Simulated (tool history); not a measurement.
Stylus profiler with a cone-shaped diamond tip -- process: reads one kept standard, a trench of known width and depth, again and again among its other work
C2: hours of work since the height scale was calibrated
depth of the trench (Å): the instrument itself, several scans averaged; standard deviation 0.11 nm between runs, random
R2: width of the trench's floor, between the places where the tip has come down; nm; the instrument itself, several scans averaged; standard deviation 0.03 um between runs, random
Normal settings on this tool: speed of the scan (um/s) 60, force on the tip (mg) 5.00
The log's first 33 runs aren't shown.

run 34 hour=1432.4 | speed_of_the_scan_(um/s)=28 force_on_the_tip_(mg)=7.94 | scans_with_this_tip=28761 C2=156 | depth_of_the_trench_(Å)=5145.6 R2=15790
run 35 hour=1482.2 | speed_of_the_scan_(um/s)=31 force_on_the_tip_(mg)=3.57 | scans_with_this_tip=29145 C2=185 | depth_of_the_trench_(Å)=5082.7 R2=15720
run 36 hour=1532.7 | speed_of_the_scan_(um/s)=121 force_on_the_tip_(mg)=9.62 | scans_with_this_tip=29535 C2=216 | depth_of_the_trench_(Å)=5165.2 R2=15550
run 37 hour=1581.8 | speed_of_the_scan_(um/s)=38 force_on_the_tip_(mg)=2.59 | scans_with_this_tip=29914 C2=245 | depth_of_the_trench_(Å)=5064.7 R2=15680
run 38 hour=1621.7 | speed_of_the_scan_(um/s)=42 force_on_the_tip_(mg)=1.79 | scans_with_this_tip=30222 C2=269 | depth_of_the_trench_(Å)=5051.5 R2=15530
run 39 hour=1664.3 | speed_of_the_scan_(um/s)=42 force_on_the_tip_(mg)=1.79 | scans_with_this_tip=30551 C2=294 | depth_of_the_trench_(Å)=5051.8 R2=15510
run 40 hour=1715.7 | speed_of_the_scan_(um/s)=42 force_on_the_tip_(mg)=1.79 | scans_with_this_tip=30948 C2=325 | depth_of_the_trench_(Å)=5049.8 R2=15570
-- hour=1745.1 new tip fitted, height scale calibrated
run 41 hour=1771.3 | speed_of_the_scan_(um/s)=33 force_on_the_tip_(mg)=2.81 | scans_with_this_tip=203 C2=16 | depth_of_the_trench_(Å)=5075.5 R2=16820
run 42 hour=1799.9 | speed_of_the_scan_(um/s)=33 force_on_the_tip_(mg)=2.81 | scans_with_this_tip=423 C2=33 | depth_of_the_trench_(Å)=5074.0 R2=16840
run 43 hour=1827.1 | speed_of_the_scan_(um/s)=65 force_on_the_tip_(mg)=2.83 | scans_with_this_tip=633 C2=49 | depth_of_the_trench_(Å)=5073.6 R2=16670
run 44 hour=1853.6 | speed_of_the_scan_(um/s)=27 force_on_the_tip_(mg)=3.33 | scans_with_this_tip=838 C2=65 | depth_of_the_trench_(Å)=5080.6 R2=16800
run 45 hour=1901.9 | speed_of_the_scan_(um/s)=23 force_on_the_tip_(mg)=3.60 | scans_with_this_tip=1211 C2=94 | depth_of_the_trench_(Å)=5086.6 R2=16880
run 46 hour=1935.5 | speed_of_the_scan_(um/s)=223 force_on_the_tip_(mg)=13.50 | scans_with_this_tip=1470 C2=114 | depth_of_the_trench_(Å)=5203.2 R2=16430
run 47 hour=1991.6 | speed_of_the_scan_(um/s)=26 force_on_the_tip_(mg)=4.99 | scans_with_this_tip=1903 C2=148 | depth_of_the_trench_(Å)=5106.2 R2=16810

3 ways to go on from here, each from the tool as it stands after run 47. What would each give?
run A hour=2034.9 | speed_of_the_scan_(um/s)=43 force_on_the_tip_(mg)=5.43 | scans_with_this_tip=2238 C2=174 | depth_of_the_trench_(Å)=? R2=?
run B hour=2034.9 | speed_of_the_scan_(um/s)=24 force_on_the_tip_(mg)=8.42 | scans_with_this_tip=2238 C2=174 | depth_of_the_trench_(Å)=? R2=?
run C hour=2034.9 | speed_of_the_scan_(um/s)=24 force_on_the_tip_(mg)=2.72 | scans_with_this_tip=2238 C2=174 | depth_of_the_trench_(Å)=? R2=?

run=A depth_of_the_trench_(Å)=5109.9 R2=16760
run=B depth_of_the_trench_(Å)=5148.6 R2=16890
run=C depth_of_the_trench_(Å)=5070.4 R2=16830
Stripped of hidden state, with their random variation kept, the same runs would have yielded:
run=A depth_of_the_trench_(Å)=5111.5 R2=16840
run=B depth_of_the_trench_(Å)=5150.2 R2=16970
run=C depth_of_the_trench_(Å)=5071.9 R2=16910
